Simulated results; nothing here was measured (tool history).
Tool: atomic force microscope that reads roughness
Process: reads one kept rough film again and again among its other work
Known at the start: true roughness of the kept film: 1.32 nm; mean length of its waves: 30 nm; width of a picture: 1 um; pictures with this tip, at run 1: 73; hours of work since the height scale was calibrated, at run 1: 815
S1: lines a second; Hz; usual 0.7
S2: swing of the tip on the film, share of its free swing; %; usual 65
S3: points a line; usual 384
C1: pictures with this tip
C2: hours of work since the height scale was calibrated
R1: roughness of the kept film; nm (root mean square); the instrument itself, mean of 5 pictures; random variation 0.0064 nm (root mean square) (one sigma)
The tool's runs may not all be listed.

run 1 hour=0 | S1=0.7 S2=65 S3=384 | C1=73 C2=815 | R1=1.195
run 2 hour=60.1 | S1=0.7 S2=65 S3=384 | C1=199 C2=859 | R1=1.125
-- hour=66.2 new tip fitted
run 3 hour=99.3 | S1=0.7 S2=58 S3=384 | C1=70 C2=888 | R1=1.216
run 4 hour=139.3 | S1=0.7 S2=58 S3=384 | C1=153 C2=918 | R1=1.176
-- hour=169 new tip fitted
run 5 hour=171.2 | S1=0.7 S2=58 S3=384 | C1=5 C2=941 | R1=1.257
run 6 hour=213.2 | S1=0.7 S2=65 S3=384 | C1=93 C2=973 | R1=1.2
run 7 hour=256.3 | S1=0.7 S2=65 S3=384 | C1=183 C2=1005 | R1=1.142
-- hour=274.4 new tip fitted
run 8 hour=284.1 | S1=0.7 S2=79 S3=384 | C1=21 C2=1025 | R1=1.214
run 9 hour=334.1 | S1=0.7 S2=79 S3=384 | C1=125 C2=1062 | R1=1.156
-- hour=375 new tip fitted
run 10 hour=375 | S1=0.7 S2=79 S3=384 | C1=0 C2=1092 | R1=1.236
run 11 hour=433 | S1=0.7 S2=58 S3=384 | C1=121 C2=1136 | R1=1.186
-- hour=478.2 new tip fitted
run 12 hour=496.2 | S1=0.7 S2=65 S3=389 | C1=38 C2=1182 | R1=1.233
run 13 hour=548.7 | S1=0.7 S2=65 S3=389 | C1=148 C2=1221 | R1=1.175
-- hour=580.9 new tip fitted
run 14 hour=586.2 | S1=0.7 S2=65 S3=384 | C1=11 C2=1249 | R1=1.242
run 15 hour=640.4 | S1=0.7 S2=65 S3=384 | C1=124 C2=1289 | R1=1.177
run 16 hour=673.4 | S1=0.7 S2=65 S3=391 | C1=193 C2=1314 | R1=1.149
-- hour=683.1 new tip fitted
run 17 hour=709.4 | S1=0.7 S2=65 S3=384 | C1=55 C2=1340 | R1=1.216
run 18 hour=762 | S1=0.7 S2=65 S3=384 | C1=165 C2=1380 | R1=1.155
-- hour=785.8 new tip fitted
run 19 hour=806.2 | S1=0.846 S2=65 S3=384 | C1=43 C2=1412 | R1=1.223
run 20 hour=862.4 | S1=1.969 S2=65 S3=384 | C1=160 C2=1454 | R1=1.136
-- hour=888.7 new tip fitted
run 21 hour=918.3 | S1=1.969 S2=65 S3=384 | C1=62 C2=1495 | R1=1.173
run 22 hour=949.6 | S1=1.969 S2=65 S3=384 | C1=128 C2=1518 | R1=1.152
-- hour=992.4 new tip fitted
run 23 hour=1010.9 | S1=1.969 S2=65 S3=384 | C1=39 C2=1564 | R1=1.201
run 24 hour=1065.4 | S1=1.969 S2=65 S3=384 | C1=153 C2=1604 | R1=1.139
-- hour=1093.7 new tip fitted
run 25 hour=1119.4 | S1=2.679 S2=65 S3=380 | C1=53 C2=1644 | R1=1.179
run 26 hour=1158.2 | S1=2.679 S2=60 S3=637 | C1=135 C2=1673 | R1=1.148
-- hour=1198.1 new tip fitted
run 27 hour=1219.2 | S1=2.679 S2=60 S3=637 | C1=44 C2=1718 | R1=1.196
run 28 hour=1262.4 | S1=2.919 S2=75 S3=609 | C1=134 C2=1750 | R1=1.115
-- hour=1298.6 new tip fitted
run 29 hour=1300.5 | S1=1.482 S2=75 S3=300 | C1=4 C2=1778 | R1=1.212
run 30 hour=1357.7 | S1=1.482 S2=75 S3=300 | C1=124 C2=1821 | R1=1.134
-- hour=1400.4 new tip fitted
run 31 hour=1411.8 | S1=2.727 S2=57 S3=465 | C1=24 C2=1861 | R1=1.22
run 32 hour=1470.8 | S1=2.727 S2=57 S3=465 | C1=147 C2=1905 | R1=1.156
-- hour=1501.9 new tip fitted
run 33 hour=1501.9 | S1=2.727 S2=57 S3=465 | C1=0 C2=1928 | R1=1.231
run 34 hour=1551.9 | S1=1.144 S2=67 S3=360 | C1=104 C2=1965 | R1=1.163
run 35 hour=1599.8 | S1=2.136 S2=67 S3=360 | C1=204 C2=2000 | R1=1.104
-- hour=1603.6 new tip fitted
run 36 hour=1632.6 | S1=2.136 S2=67 S3=360 | C1=61 C2=2025 | R1=1.163
run 37 hour=1683 | S1=0.7 S2=64 S3=384 | C1=167 C2=2062 | R1=1.134
-- hour=1705.3 new tip fitted
run 38 hour=1742.8 | S1=0.624 S2=77 S3=709 | C1=78 C2=2106 | R1=1.201
run 39 hour=1773.9 | S1=0.624 S2=77 S3=709 | C1=143 C2=2129 | R1=1.167
-- hour=1806.6 new tip fitted
run 40 hour=1812 | S1=0.603 S2=65 S3=384 | C1=11 C2=2157 | R1=1.226
run 41 hour=1858.6 | S1=0.603 S2=65 S3=384 | C1=108 C2=2192 | R1=1.174
run 42 hour=1905.6 | S1=1.887 S2=73 S3=323 | C1=207 C2=2227 | R1=1.095
-- hour=1909.2 new tip fitted
run 43 hour=1953.9 | S1=1.806 S2=73 S3=921 | C1=94 C2=2263 | R1=1.157
-- hour=2011.1 new tip fitted
run 44 hour=2011.1 | S1=0.859 S2=70 S3=282 | C1=0 C2=2305 | R1=1.212
run 45 hour=2063.6 | S1=1.763 S2=65 S3=385 | C1=110 C2=2344 | R1=1.157
run 46 hour=2105 | S1=1.763 S2=66 S3=532 | C1=196 C2=2375 | R1=1.107
-- hour=2113 new tip fitted
run 47 hour=2149.4 | S1=1.763 S2=66 S3=532 | C1=76 C2=2408 | R1=1.167

5 ways to go on from here, each from the tool as it stands after run 47. What would each give?
run A hour=2209.4 | S1=0.7 S2=65 S3=553 | C1=202 C2=2452 | R1=?
run B hour=2209.4 | S1=2.638 S2=73 S3=479 | C1=202 C2=2452 | R1=?
run C hour=2209.4 | S1=1.508 S2=57 S3=286 | C1=202 C2=2452 | R1=?
run D hour=2209.4 | S1=1.763 S2=64 S3=532 | C1=202 C2=2452 | R1=?
run E hour=2209.4 | S1=0.573 S2=70 S3=532 | C1=202 C2=2452 | R1=?

run=A R1=1.134
run=B R1=1.08
run=C R1=1.129
run=D R1=1.121
run=E R1=1.116
Without the tool's hidden state the same runs would have given:
run=A R1=1.273
run=B R1=1.213
run=C R1=1.267
run=D R1=1.258
run=E R1=1.253
